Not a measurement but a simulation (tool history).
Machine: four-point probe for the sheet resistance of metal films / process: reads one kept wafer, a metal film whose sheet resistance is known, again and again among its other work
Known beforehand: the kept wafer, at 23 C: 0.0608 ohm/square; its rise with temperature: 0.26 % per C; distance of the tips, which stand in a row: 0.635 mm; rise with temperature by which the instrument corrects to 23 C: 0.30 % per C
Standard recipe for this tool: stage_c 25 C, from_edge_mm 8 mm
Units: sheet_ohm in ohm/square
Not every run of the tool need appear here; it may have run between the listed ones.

Run 1, hour 0.0: usual settings. Result: sheet_ohm 0.061333 ohm/square.
Run 2, hour 46.0: usual settings but from_edge_mm 4 mm. Result: sheet_ohm 0.061908 ohm/square.
Run 3, hour 120.4: usual settings. Result: sheet_ohm 0.061313 ohm/square.
Run 4, hour 157.9: usual settings. Result: sheet_ohm 0.061335 ohm/square.
Run 5, hour 244.6: usual settings but from_edge_mm 44 mm. Result: sheet_ohm 0.061143 ohm/square.
At hour 251.7: stage's thermometer calibrated.
Run 6, hour 312.1: usual settings but from_edge_mm 5 mm. Result: sheet_ohm 0.061680 ohm/square.
Run 7, hour 360.5: usual settings. Result: sheet_ohm 0.061356 ohm/square.
Run 8, hour 397.1: usual settings. Result: sheet_ohm 0.061345 ohm/square.
Run 9, hour 441.8: usual settings. Result: sheet_ohm 0.061380 ohm/square.
Run 10, hour 523.9: usual settings but stage_c 20 C. Result: sheet_ohm 0.061505 ohm/square.
Run 11, hour 606.2: usual settings but stage_c 20 C. Result: sheet_ohm 0.061511 ohm/square.
Run 12, hour 676.2: usual settings but stage_c 20 C. Result: sheet_ohm 0.061527 ohm/square.
At hour 697.7: stage's thermometer calibrated, once more.
Run 13, hour 720.5: usual settings. Result: sheet_ohm 0.061525 ohm/square.
Run 14, hour 772.1: usual settings. Result: sheet_ohm 0.061530 ohm/square.
Run 15, hour 858.1: usual settings. Result: sheet_ohm 0.061550 ohm/square.
Run 16, hour 943.9: usual settings but stage_c 31 C. Result: sheet_ohm 0.061400 ohm/square.
Run 17, hour 1016.0: usual settings but stage_c 31 C. Result: sheet_ohm 0.061406 ohm/square.
Run 18, hour 1101.6: usual settings but stage_c 31 C. Result: sheet_ohm 0.061422 ohm/square.
Run 19, hour 1177.8: usual settings but stage_c 31 C. Result: sheet_ohm 0.061458 ohm/square.
Run 20, hour 1266.1: usual settings but stage_c 31 C. Result: sheet_ohm 0.061449 ohm/square.
Run 21, hour 1302.4: usual settings but stage_c 31 C. Result: sheet_ohm 0.061452 ohm/square.
Run 22, hour 1350.5: usual settings but stage_c 31 C. Result: sheet_ohm 0.061501 ohm/square.
Run 23, hour 1399.2: usual settings but stage_c 31 C. Result: sheet_ohm 0.061496 ohm/square.
Run 24, hour 1466.8: usual settings but stage_c 24 C, from_edge_mm 14 mm. Result: sheet_ohm 0.061517 ohm/square.
Run 25, hour 1535.7: usual settings but stage_c 24 C, from_edge_mm 14 mm. Result: sheet_ohm 0.061538 ohm/square.
Run 26, hour 1623.9: usual settings but stage_c 19 C, from_edge_mm 14 mm. Result: sheet_ohm 0.061694 ohm/square.
Run 27, hour 1693.4: usual settings but stage_c 21 C, from_edge_mm 72 mm. Result: sheet_ohm 0.061583 ohm/square.
Run 28, hour 1729.0: usual settings but stage_c 20 C, from_edge_mm 59 mm. Result: sheet_ohm 0.061603 ohm/square.
Run 29, hour 1779.1: usual settings but from_edge_mm 55 mm. Result: sheet_ohm 0.061504 ohm/square.
Run 30, hour 1858.4: usual settings but stage_c 19 C, from_edge_mm 16 mm. Result: sheet_ohm 0.061704 ohm/square.
Run 31, hour 1935.7: usual settings but stage_c 28 C, from_edge_mm 6 mm. Result: sheet_ohm 0.061802 ohm/square.
Run 32, hour 2002.7: usual settings but stage_c 28 C, from_edge_mm 14 mm. Result: sheet_ohm 0.061493 ohm/square.
Run 33, hour 2091.2: usual settings but stage_c 20 C, from_edge_mm 14 mm. Result: sheet_ohm 0.061723 ohm/square.
Run 34, hour 2166.8: usual settings but from_edge_mm 42 mm. Result: sheet_ohm 0.061541 ohm/square.
Run 35, hour 2235.7: usual settings but stage_c 30 C, from_edge_mm 10 mm. Result: sheet_ohm 0.061574 ohm/square.
Run 36, hour 2316.3: usual settings but stage_c 30 C, from_edge_mm 4 mm. Result: sheet_ohm 0.062255 ohm/square.
Run 37, hour 2370.0: usual settings but stage_c 30 C, from_edge_mm 4 mm. Result: sheet_ohm 0.062242 ohm/square.
Run 38, hour 2425.0: usual settings but stage_c 30 C, from_edge_mm 4 mm. Result: sheet_ohm 0.062274 ohm/square.
Run 39, hour 2469.1: usual settings but stage_c 20 C, from_edge_mm 30 mm. Result: sheet_ohm 0.061729 ohm/square.
Run 40, hour 2530.2: usual settings but stage_c 22 C. Result: sheet_ohm 0.061876 ohm/square.
Run 41, hour 2571.4: usual settings but stage_c 26 C, from_edge_mm 4 mm. Result: sheet_ohm 0.062404 ohm/square.
Run 42, hour 2643.6: usual settings but stage_c 26 C, from_edge_mm 4 mm. Result: sheet_ohm 0.062390 ohm/square.
At hour 2696.9: new probe head fitted.
Run 43, hour 2727.7: usual settings but stage_c 26 C, from_edge_mm 4 mm. Result: sheet_ohm 0.061631 ohm/square.
Run 44, hour 2812.5: usual settings but stage_c 21 C, from_edge_mm 4 mm. Result: sheet_ohm 0.061816 ohm/square.
Run 45, hour 2854.1: usual settings but stage_c 28 C, from_edge_mm 4 mm. Result: sheet_ohm 0.061628 ohm/square.
Run 46, hour 2924.7: usual settings but stage_c 28 C, from_edge_mm 4 mm. Result: sheet_ohm 0.061642 ohm/square.

What if the next run were any one of these 3? Each begins from the tool's condition after run 46:
Run A, hour 2990.7: usual settings but stage_c 33 C, from_edge_mm 4 mm. Result: sheet_ohm ?.
Run B, hour 2990.7: usual settings but from_edge_mm 10 mm. Result: sheet_ohm ?.
Run C, hour 2990.7: usual settings but stage_c 21 C, from_edge_mm 12 mm. Result: sheet_ohm ?.

run  sheet_ohm
  A   0.061503
  B   0.061035
  C   0.061081
Had the tool no hidden state, the same runs would have come out as:
run  sheet_ohm
  A   0.061354
  B   0.060888
  C   0.060935
